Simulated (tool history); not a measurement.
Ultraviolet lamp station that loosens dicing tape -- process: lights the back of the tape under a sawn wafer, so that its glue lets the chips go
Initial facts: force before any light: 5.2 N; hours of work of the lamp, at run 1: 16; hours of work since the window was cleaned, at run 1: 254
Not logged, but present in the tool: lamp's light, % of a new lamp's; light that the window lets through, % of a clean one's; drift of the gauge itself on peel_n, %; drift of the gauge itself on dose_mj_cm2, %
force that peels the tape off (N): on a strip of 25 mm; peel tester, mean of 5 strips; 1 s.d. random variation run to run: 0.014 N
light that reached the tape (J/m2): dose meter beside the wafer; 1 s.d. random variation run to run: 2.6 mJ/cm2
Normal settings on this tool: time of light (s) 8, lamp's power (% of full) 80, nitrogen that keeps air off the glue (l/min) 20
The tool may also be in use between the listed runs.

| run | day | time of light (s) | lamp's power (% of full) | nitrogen that keeps air off the glue (l/min) | hours of work of the lamp | hours of work since the window was cleaned | force that peels the tape off (N) | light that reached the tape (J/m2) |
|---|---|---|---|---|---|---|---|---|
| 1 | 0 | 8 | 80 | 20 | 16 | 254 | 0.853 | 2820 |
| 2 | 0.458 | 8 | 80 | 20 | 21 | 259 | 0.846 | 2830 |
| 3 | 0.908 | 8 | 80 | 20 | 26 | 264 | 0.859 | 2820 |
| 4 | 1.175 | 12 | 80 | 20 | 29 | 267 | 0.402 | 4220 |
| 5 | 1.479 | 9 | 80 | 20 | 32 | 270 | 0.695 | 3130 |
| 6 | 1.921 | 9 | 80 | 20 | 37 | 275 | 0.72 | 3130 |
| 7 | 2.467 | 8 | 80 | 14 | 43 | 281 | 0.956 | 2820 |
| 8 | 2.9 | 8 | 80 | 14 | 48 | 286 | 0.978 | 2760 |
| 9 | 3.304 | 8 | 80 | 14 | 53 | 291 | 0.973 | 2790 |
| 10 | 3.671 | 8 | 80 | 14 | 57 | 295 | 0.941 | 2780 |
| 11 | 4.042 | 6 | 90 | 27 | 61 | 299 | 1.035 | 2310 |
| 12 | 4.304 | 7 | 63 | 20 | 64 | 302 | 1.426 | 1890 |
| 13 | 4.671 | 8 | 62 | 33 | 68 | 306 | 1.137 | 2150 |
| 14 | 5.029 | 12 | 78 | 20 | 72 | 310 | 0.439 | 4020 |
| 15 | 5.4 | 4 | 82 | 8 | 76 | 314 | 2.379 | 1400 |
| 16 | 5.925 | 8 | 69 | 30 | 82 | 320 | 1.003 | 2380 |
| 17 | 6.4 | 8 | 69 | 30 | 87 | 326 | 0.997 | 2330 |
| 18 | 6.954 | 8 | 88 | 19 | 93 | 332 | 0.791 | 2970 |
| 19 | 7.254 | 4 | 64 | 13 | 97 | 335 | 2.7 | 1040 |
| 20 | 7.542 | 4 | 64 | 13 | 100 | 338 | 2.782 | 1060 |

Here are 4 independent what-if runs from the current tool condition. What would each one return?
| A | 7.933 | 8 | 80 | 26 | 104 | 343 | ? | ? |
| B | 7.933 | 13 | 64 | 7 | 104 | 343 | ? | ? |
| C | 7.933 | 6 | 90 | 19 | 104 | 343 | ? | ? |
| D | 7.933 | 4 | 64 | 22 | 104 | 343 | ? | ? |

| run | force that peels the tape off (N) | light that reached the tape (J/m2) |
|---|---|---|
| A | 0.82 | 2660 |
| B | 0.838 | 3500 |
| C | 1.208 | 2290 |
| D | 2.411 | 1060 |
Stripped of hidden state, with their random variation kept, the same runs would have yielded:
| run | force that peels the tape off (N) | light that reached the tape (J/m2) |
|---|---|---|
| A | 0.592 | 3220 |
| B | 0.608 | 4230 |
| C | 0.911 | 2760 |
| D | 2.076 | 1290 |
